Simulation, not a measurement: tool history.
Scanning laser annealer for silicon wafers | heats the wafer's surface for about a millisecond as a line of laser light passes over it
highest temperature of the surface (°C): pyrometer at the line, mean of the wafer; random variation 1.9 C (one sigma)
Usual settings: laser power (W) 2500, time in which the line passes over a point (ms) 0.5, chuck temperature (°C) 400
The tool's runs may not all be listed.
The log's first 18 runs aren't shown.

run	hour	laser power (W)	time in which the line passes over a point (ms)	chuck temperature (°C)	hours of work since the window was cleaned	hours of work since the power meter was calibrated	hours of work since the optics were aligned	highest temperature of the surface (°C)
19	132	2325	0.409	418	351	263	1044	1030
20	141.4	2500	0.603	405	358	270	1051	1219
21	148.4	2248	0.55	361	363	275	1057	1042
22	154.3	2356	0.55	417	368	280	1061	1136
23	162	2679	0.463	391	374	285	1067	1168
24	168.1	2679	0.463	391	378	290	1071	1167
25	173.5	2549	0.444	432	382	294	1075	1140
26	184.1	2549	0.444	432	390	302	1083	1147
27	194.8	2549	0.459	432	399	310	1092	1157
28	204.3	2203	0.526	412	406	317	1099	1060
29	212.4	2500	0.582	439	412	323	1105	1238
30	221	2178	0.5	400	418	330	1111	1023
31	230.6	2178	0.358	372	426	337	1119	899

Forecast each of these 4 alternatives for the next run:
A	237.7	2178	0.611	397	431	342	1124	?
B	237.7	2500	0.557	366	431	342	1124	?
C	237.7	2272	0.5	400	431	342	1124	?
D	237.7	2285	0.35	384	431	342	1124	?

run	highest temperature of the surface (°C)
A	1086
B	1149
C	1059
D	938
Without the tool's hidden state the same runs would have given:
run	highest temperature of the surface (°C)
A	1087
B	1149
C	1059
D	939
